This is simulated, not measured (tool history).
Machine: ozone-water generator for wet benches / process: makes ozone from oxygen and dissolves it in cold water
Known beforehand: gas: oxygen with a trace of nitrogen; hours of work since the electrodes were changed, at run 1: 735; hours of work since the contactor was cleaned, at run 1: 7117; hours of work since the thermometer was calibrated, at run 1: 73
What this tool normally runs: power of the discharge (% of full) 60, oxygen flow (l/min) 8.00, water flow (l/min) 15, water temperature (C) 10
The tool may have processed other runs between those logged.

run,hour,power of the discharge (% of full),oxygen flow (l/min),water flow (l/min),water temperature (C),hours of work since the electrodes were changed,hours of work since the contactor was cleaned,hours of work since the thermometer was calibrated,dissolved ozone (ppm),ozone in the gas ahead of the water (g/m3)
1,0.0,60,8.00,15,10,735,7117,73,32.1,218.5
2,39.5,60,8.00,15,10,770,7151,108,32.1,219.8
3,122.3,60,8.00,15,10,843,7224,181,31.7,220.1
4,200.5,90,8.00,15,10,911,7293,249,41.2,286.3
5,258.8,90,8.00,15,10,963,7344,301,40.9,283.4
6,297.4,90,8.00,15,10,997,7378,335,41.6,287.0
7,378.5,90,8.00,15,10,1068,7450,406,41.0,287.1
8,442.0,90,8.00,15,10,1124,7505,462,40.9,285.9
9,484.5,90,8.00,15,10,1161,7543,499,41.2,286.5
10,520.4,90,8.65,15,10,1193,7574,531,40.5,273.8
11,586.0,90,8.65,15,10,1250,7632,588,40.7,272.2
12,664.6,90,8.65,15,10,1320,7701,657,40.4,275.7
13,728.2,60,8.00,15,10,1376,7757,713,31.4,220.0
14,814.8,60,8.00,15,10,1452,7833,790,31.4,221.1
15,891.7,60,8.00,15,10,1519,7901,857,31.2,221.0
16,934.9,60,8.00,15,10,1557,7939,895,31.3,219.1
17,1003.6,60,8.00,15,10,1618,7999,956,31.4,219.5
18,1077.9,60,8.00,21,15,1683,8065,1021,21.8,219.3
19,1131.7,60,8.00,21,15,1730,8112,1068,21.5,219.4
20,1177.5,60,11.36,17,10,1771,8152,1109,27.2,182.7
21,1229.4,60,4.51,15,6,1816,8198,1154,33.3,295.1
22,1306.1,42,4.51,23,6,1884,8265,1222,17.3,238.1
23,1347.6,94,4.51,23,6,1920,8302,1258,28.5,396.1
24,1419.1,94,4.51,23,6,1983,8365,1321,28.5,394.7
25,1477.8,84,4.51,19,6,2035,8416,1373,32.5,367.3
26,1531.9,84,4.51,19,6,2082,8464,1420,32.3,370.5
27,1599.5,60,8.00,15,11,2142,8523,1480,30.2,218.3
28,1685.1,60,8.00,15,11,2217,8599,1555,30.1,220.4
29,1753.0,60,6.83,15,13,2277,8658,1615,29.8,238.7
# hour 1762.6: contactor cleaned
30,1813.8,60,10.16,15,10,2327,45,1665,32.9,189.6
31,1853.5,60,7.03,22,10,2362,80,1700,25.4,232.7
32,1935.7,60,12.38,15,7,2434,152,1772,33.8,170.4
33,2014.5,41,8.00,15,8,2503,222,1841,28.0,169.0

Measured result minus the same run's result without the hidden state. Both carry the same run-to-run variation, though not necessarily the same gauge scatter:
The tool's hidden condition here consists of: yield of the discharge, % of new electrodes'; contactor's efficiency, % of a clean one's; true water temperature over the reading, C; drift of the gauge itself on ozone_ppm, %; drift of the gauge itself on gas_g_m3, %.
run,dissolved ozone (ppm),ozone in the gas ahead of the water (g/m3)
1,-3.5,-2.4
2,-3.5,-2.5
3,-3.6,-2.7
4,-4.8,-4.8
5,-4.8,-5.0
6,-4.9,-5.2
7,-5.0,-5.4
8,-5.1,-5.5
9,-5.1,-5.7
10,-5.1,-5.5
11,-5.1,-5.7
12,-5.2,-6.0
13,-3.9,-3.9
14,-4.0,-4.0
15,-4.0,-4.2
16,-4.1,-4.2
17,-4.1,-4.4
18,-3.2,-4.6
19,-3.2,-4.6
20,-3.9,-3.9
21,-4.6,-6.5
22,-2.5,-4.0
23,-4.8,-12.1
24,-4.7,-12.4
25,-5.2,-11.0
26,-5.2,-11.4
27,-4.4,-5.5
28,-4.4,-5.7
29,-4.5,-6.3
30,-1.1,-5.1
31,-0.8,-6.4
32,-1.2,-4.8
33,-0.8,-3.5
